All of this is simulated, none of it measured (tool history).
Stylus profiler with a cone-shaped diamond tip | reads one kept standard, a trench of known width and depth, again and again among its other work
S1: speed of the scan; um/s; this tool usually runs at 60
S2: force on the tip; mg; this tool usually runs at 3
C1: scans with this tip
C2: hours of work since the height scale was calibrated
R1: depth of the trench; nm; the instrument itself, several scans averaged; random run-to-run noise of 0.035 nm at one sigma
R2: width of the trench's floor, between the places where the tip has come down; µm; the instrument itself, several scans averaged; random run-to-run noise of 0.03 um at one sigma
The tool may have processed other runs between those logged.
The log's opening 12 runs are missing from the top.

| run | day | S1 | S2 | C1 | C2 | R1 | R2 |
|---|---|---|---|---|---|---|---|
| 13 | 26.975 | 60 | 2.44 | 15829 | 1275 | 101.59 | 28.31 |
| 14 | 28.775 | 60 | 3 | 16106 | 1297 | 101.71 | 28.32 |
| 15 | 30.408 | 60 | 3 | 16357 | 1317 | 101.66 | 28.27 |
| 16 | 32.833 | 60 | 4.32 | 16731 | 1347 | 102.13 | 28.3 |
| 17 | 34.708 | 60 | 4.32 | 17019 | 1370 | 102.09 | 28.33 |
| 18 | 36.154 | 60 | 4.32 | 17241 | 1388 | 102.12 | 28.39 |
| 19 | 38.225 | 60 | 7.98 | 17560 | 1414 | 103.05 | 28.31 |
| 20 | 40.542 | 25 | 2.24 | 17917 | 1443 | 101.53 | 28.42 |
| 21 | 43.521 | 25 | 2.24 | 18375 | 1480 | 101.53 | 28.38 |
| 22 | 46.35 | 56 | 2.2 | 18811 | 1515 | 101.56 | 28.25 |
| 23 | 49.121 | 115 | 6.36 | 19237 | 1549 | 102.66 | 28.17 |
| 24 | 51.792 | 132 | 1.03 | 19648 | 1582 | 101.12 | 27.89 |
| 25 | 54.608 | 90 | 4.92 | 20081 | 1617 | 102.37 | 28.22 |
| 26 | 56.95 | 89 | 3 | 20441 | 1646 | 101.84 | 28.16 |
| 27 | 59.942 | 89 | 3 | 20902 | 1683 | 101.78 | 28.16 |
| 28 | 61.496 | 89 | 3 | 21141 | 1702 | 101.87 | 28.18 |
| 29 | 62.921 | 89 | 3 | 21360 | 1720 | 101.81 | 28.21 |
| 30 | 64.4 | 89 | 3 | 21588 | 1738 | 101.87 | 28.22 |
| 31 | 66.779 | 43 | 8.9 | 21954 | 1768 | 103.28 | 28.27 |
| 32 | 69.167 | 43 | 8.9 | 22322 | 1797 | 103.34 | 28.27 |
| 33 | 70.462 | 43 | 8.9 | 22521 | 1814 | 103.37 | 28.24 |
| 34 | 72.571 | 50 | 1.15 | 22845 | 1840 | 101.23 | 28.14 |
| 35 | 74.558 | 71 | 1.25 | 23151 | 1864 | 101.22 | 28.09 |
| 36 | 76.896 | 238 | 2.13 | 23511 | 1893 | 101.56 | 27.74 |
| 37 | 79.083 | 238 | 2.13 | 23848 | 1920 | 101.59 | 27.72 |

Each row is a separate what-if for the run after 37, all from the same tool condition, not one after another. Results?
| A | 81.062 | 48 | 3 | 24152 | 1945 | ? | ? |
| B | 81.062 | 60 | 2.83 | 24152 | 1945 | ? | ? |
| C | 81.062 | 26 | 3 | 24152 | 1945 | ? | ? |

| run | R1 | R2 |
|---|---|---|
| A | 101.88 | 28.15 |
| B | 101.81 | 28.2 |
| C | 101.95 | 28.25 |
Had the tool no hidden state, the same runs would have come out as:
| run | R1 | R2 |
|---|---|---|
| A | 101.35 | 28.61 |
| B | 101.28 | 28.66 |
| C | 101.42 | 28.71 |

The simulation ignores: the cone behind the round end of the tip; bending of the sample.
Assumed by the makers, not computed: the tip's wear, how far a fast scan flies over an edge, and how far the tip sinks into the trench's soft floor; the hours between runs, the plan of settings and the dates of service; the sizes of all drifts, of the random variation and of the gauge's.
